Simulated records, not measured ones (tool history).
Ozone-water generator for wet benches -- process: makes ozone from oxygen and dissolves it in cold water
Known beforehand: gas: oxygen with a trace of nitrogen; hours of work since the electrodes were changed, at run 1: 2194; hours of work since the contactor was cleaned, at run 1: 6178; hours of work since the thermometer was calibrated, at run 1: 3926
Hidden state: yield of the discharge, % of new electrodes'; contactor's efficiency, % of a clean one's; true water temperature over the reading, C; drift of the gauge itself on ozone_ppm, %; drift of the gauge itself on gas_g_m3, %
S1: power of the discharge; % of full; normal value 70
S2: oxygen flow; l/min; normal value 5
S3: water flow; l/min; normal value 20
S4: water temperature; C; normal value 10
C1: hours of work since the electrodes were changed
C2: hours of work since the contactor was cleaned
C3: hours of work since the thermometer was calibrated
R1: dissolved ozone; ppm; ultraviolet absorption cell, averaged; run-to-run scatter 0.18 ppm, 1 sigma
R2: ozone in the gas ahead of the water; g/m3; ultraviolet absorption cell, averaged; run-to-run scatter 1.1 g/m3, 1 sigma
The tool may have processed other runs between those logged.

run 1 hour=0 | S1=70 S2=5 S3=20 S4=10 | C1=2194 C2=6178 C3=3926 | R1=21.8 R2=174.8
run 2 hour=73 | S1=70 S2=5 S3=20 S4=10 | C1=2253 C2=6237 C3=3985 | R1=22 R2=175.8
run 3 hour=125.7 | S1=70 S2=5 S3=20 S4=10 | C1=2296 C2=6280 C3=4028 | R1=21.8 R2=173.7
run 4 hour=169.4 | S1=70 S2=5.06 S3=20 S4=10 | C1=2332 C2=6316 C3=4064 | R1=21.9 R2=173.9
run 5 hour=201.6 | S1=70 S2=5.06 S3=20 S4=10 | C1=2358 C2=6342 C3=4090 | R1=21.8 R2=174
run 6 hour=256.5 | S1=70 S2=5 S3=20 S4=10 | C1=2403 C2=6387 C3=4135 | R1=21.9 R2=174.6
run 7 hour=330.6 | S1=70 S2=3.04 S3=20 S4=10 | C1=2463 C2=6447 C3=4195 | R1=20.2 R2=227.7
run 8 hour=404 | S1=70 S2=3.04 S3=20 S4=10 | C1=2523 C2=6507 C3=4255 | R1=20.2 R2=224.5
run 9 hour=480.7 | S1=70 S2=5 S3=20 S4=10 | C1=2585 C2=6569 C3=4317 | R1=21.6 R2=173.8
run 10 hour=546.5 | S1=70 S2=5 S3=20 S4=10 | C1=2639 C2=6623 C3=4371 | R1=21.7 R2=173.3
run 11 hour=607.2 | S1=70 S2=5 S3=20 S4=10 | C1=2688 C2=6672 C3=4420 | R1=21.6 R2=172.3
run 12 hour=681.9 | S1=70 S2=5 S3=20 S4=10 | C1=2749 C2=6733 C3=4481 | R1=21.6 R2=174.2
run 13 hour=717.9 | S1=70 S2=5 S3=20 S4=10 | C1=2778 C2=6762 C3=4511 | R1=21.9 R2=172.6
run 14 hour=759.9 | S1=70 S2=3.75 S3=20 S4=10 | C1=2813 C2=6797 C3=4545 | R1=20.5 R2=199.7
run 15 hour=805.8 | S1=70 S2=3.75 S3=20 S4=10 | C1=2850 C2=6834 C3=4582 | R1=20.6 R2=199
run 16 hour=847.1 | S1=70 S2=3.75 S3=20 S4=10 | C1=2884 C2=6868 C3=4616 | R1=20.8 R2=199.8
run 17 hour=925.2 | S1=70 S2=3.75 S3=26 S4=8 | C1=2947 C2=6931 C3=4679 | R1=16 R2=199.3
run 18 hour=984.7 | S1=93 S2=5 S3=20 S4=7 | C1=2996 C2=6980 C3=4728 | R1=25.1 R2=194.1
run 19 hour=1042.3 | S1=93 S2=5 S3=20 S4=7 | C1=3043 C2=7027 C3=4775 | R1=25 R2=195.6
run 20 hour=1099 | S1=41 S2=3.72 S3=30 S4=7 | C1=3089 C2=7073 C3=4821 | R1=10.4 R2=155
run 21 hour=1150.7 | S1=92 S2=5 S3=17 S4=14 | C1=3131 C2=7115 C3=4863 | R1=26.1 R2=195.6
run 22 hour=1227.2 | S1=70 S2=5 S3=20 S4=10 | C1=3193 C2=7177 C3=4925 | R1=21.3 R2=171.8
run 23 hour=1294.6 | S1=70 S2=5 S3=20 S4=10 | C1=3248 C2=7232 C3=4980 | R1=20.9 R2=169.9
run 24 hour=1336.1 | S1=70 S2=5 S3=29 S4=10 | C1=3282 C2=7266 C3=5014 | R1=14.8 R2=171.2
run 25 hour=1389.4 | S1=78 S2=4.91 S3=25 S4=14 | C1=3325 C2=7309 C3=5057 | R1=17.1 R2=181.2
run 26 hour=1433.8 | S1=78 S2=4.91 S3=25 S4=14 | C1=3361 C2=7345 C3=5094 | R1=17.3 R2=180.7
run 27 hour=1470.1 | S1=78 S2=4.91 S3=25 S4=14 | C1=3391 C2=7375 C3=5123 | R1=17.2 R2=181
run 28 hour=1516.9 | S1=78 S2=4.91 S3=25 S4=11 | C1=3429 C2=7413 C3=5161 | R1=17.6 R2=179.6
run 29 hour=1586.3 | S1=40 S2=3.56 S3=20 S4=10 | C1=3486 C2=7470 C3=5218 | R1=15.5 R2=156.1
run 30 hour=1629.5 | S1=70 S2=5 S3=20 S4=9 | C1=3521 C2=7505 C3=5253 | R1=21.2 R2=171.3
run 31 hour=1669.4 | S1=70 S2=3.97 S3=20 S4=9 | C1=3553 C2=7537 C3=5285 | R1=20.7 R2=192
run 32 hour=1739.7 | S1=70 S2=3.97 S3=20 S4=12 | C1=3611 C2=7595 C3=5343 | R1=19.9 R2=189.9

Below, some changes in R1 between adjacent runs. For each, the amount present without the hidden state too (settings, incoming material, random variation) and the amount remaining for the hidden state with gauge scatter not shared by both compared results:
Run 17 -> 18: S1 70 -> 93, S2 3.75 -> 5, S3 26 -> 20, S4 8 -> 7. R1 +9.1 ppm: hidden state -1.5, all else +10.6.
Run 19 -> 20: S1 93 -> 41, S2 5 -> 3.72, S3 20 -> 30. R1 -14.6 ppm: hidden state +2.5, all else -17.1.
Run 20 -> 21: S1 41 -> 92, S2 3.72 -> 5, S3 30 -> 17, S4 7 -> 14. R1 +15.7 ppm: hidden state -2.5, all else +18.2.
